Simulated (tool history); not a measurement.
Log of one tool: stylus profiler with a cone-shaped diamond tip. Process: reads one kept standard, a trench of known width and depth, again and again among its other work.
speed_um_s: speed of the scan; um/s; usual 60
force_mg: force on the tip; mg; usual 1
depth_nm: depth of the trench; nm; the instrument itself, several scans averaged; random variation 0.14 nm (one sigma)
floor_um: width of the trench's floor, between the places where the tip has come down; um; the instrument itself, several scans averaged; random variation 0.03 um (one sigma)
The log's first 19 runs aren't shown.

run	hour	speed_um_s	force_mg	depth_nm	floor_um
20	1026.4	60	1	501.31	93.53
21	1093.4	60	1	501.57	93.56
22	1150.7	189	1	501.36	92.61
# hour 1187.3: height scale calibrated on a step standard
23	1227.2	189	1	502.98	92.6
24	1293.1	189	1	502.74	92.61
25	1348.2	60	2.23	504.85	93.63
26	1419.2	33	2.23	504.75	93.72
27	1494.6	33	2.23	504.67	93.71
28	1543.7	33	2.23	504.63	93.67
29	1610.3	156	1.67	503.79	92.89
30	1663	156	1.67	503.36	92.88
31	1706.5	21	1.14	502.75	93.66
32	1779.9	189	1	502.54	92.43
33	1823.5	191	1.75	503.68	92.72
34	1861.7	56	2.39	504.7	93.5
35	1893.6	56	2.39	504.71	93.41

The next listed run, before its measurement:
36	1937.2	39	1.49	?	?

depth_nm: 503.09 nm
floor_um: 93.55 um
Without the tool's hidden state the same run would have given depth_nm 503.66 nm, floor_um 95.47 um.
